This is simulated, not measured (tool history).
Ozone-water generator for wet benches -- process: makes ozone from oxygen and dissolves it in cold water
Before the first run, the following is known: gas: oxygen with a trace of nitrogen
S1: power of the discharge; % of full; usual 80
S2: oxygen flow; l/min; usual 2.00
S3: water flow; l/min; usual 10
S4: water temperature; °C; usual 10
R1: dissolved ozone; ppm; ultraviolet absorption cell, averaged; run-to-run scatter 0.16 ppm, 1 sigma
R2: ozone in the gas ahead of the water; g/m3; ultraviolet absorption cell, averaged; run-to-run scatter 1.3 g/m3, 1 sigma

{"run": 1, "day": 0.0, "S1": 80, "S2": 2.0, "S3": 10, "S4": 10, "R1": 19.9, "R2": 243.5}
{"run": 2, "day": 1.25, "S1": 80, "S2": 2.0, "S3": 10, "S4": 10, "R1": 19.5, "R2": 243.1}
{"run": 3, "day": 2.262, "S1": 80, "S2": 2.0, "S3": 11, "S4": 10, "R1": 17.8, "R2": 242.0}
{"run": 4, "day": 3.567, "S1": 80, "S2": 2.0, "S3": 11, "S4": 10, "R1": 17.6, "R2": 244.1}
{"run": 5, "day": 4.429, "S1": 80, "S2": 2.0, "S3": 11, "S4": 16, "R1": 17.0, "R2": 243.6}
{"run": 6, "day": 6.192, "S1": 80, "S2": 2.0, "S3": 11, "S4": 16, "R1": 16.7, "R2": 242.5}
{"run": 7, "day": 7.862, "S1": 80, "S2": 2.0, "S3": 10, "S4": 10, "R1": 19.6, "R2": 245.4}
{"run": 8, "day": 9.796, "S1": 80, "S2": 2.0, "S3": 10, "S4": 10, "R1": 19.6, "R2": 242.4}
{"run": 9, "day": 11.167, "S1": 53, "S2": 2.0, "S3": 8, "S4": 10, "R1": 18.8, "R2": 186.3}
{"run": 10, "day": 12.146, "S1": 44, "S2": 2.0, "S3": 11, "S4": 10, "R1": 12.0, "R2": 166.3}
{"run": 11, "day": 12.979, "S1": 44, "S2": 2.0, "S3": 11, "S4": 10, "R1": 12.1, "R2": 165.7}
{"run": 12, "day": 14.758, "S1": 74, "S2": 2.0, "S3": 10, "S4": 7, "R1": 19.3, "R2": 228.6}
{"run": 13, "day": 16.271, "S1": 74, "S2": 2.0, "S3": 10, "S4": 7, "R1": 19.3, "R2": 228.9}
{"run": 14, "day": 17.754, "S1": 95, "S2": 2.0, "S3": 10, "S4": 8, "R1": 22.3, "R2": 267.8}
{"run": 15, "day": 19.054, "S1": 61, "S2": 2.31, "S3": 10, "S4": 8, "R1": 17.2, "R2": 189.9}

For run 16, what comes out?
{"run": 16, "day": 20.967, "S1": 79, "S2": 2.09, "S3": 10, "S4": 10, "R1": "?", "R2": "?"}

R1: 19.5 ppm
R2: 232.9 g/m3
With no hidden state in the tool, this same run would have given R1 20.5 ppm, R2 236.7 g/m3.

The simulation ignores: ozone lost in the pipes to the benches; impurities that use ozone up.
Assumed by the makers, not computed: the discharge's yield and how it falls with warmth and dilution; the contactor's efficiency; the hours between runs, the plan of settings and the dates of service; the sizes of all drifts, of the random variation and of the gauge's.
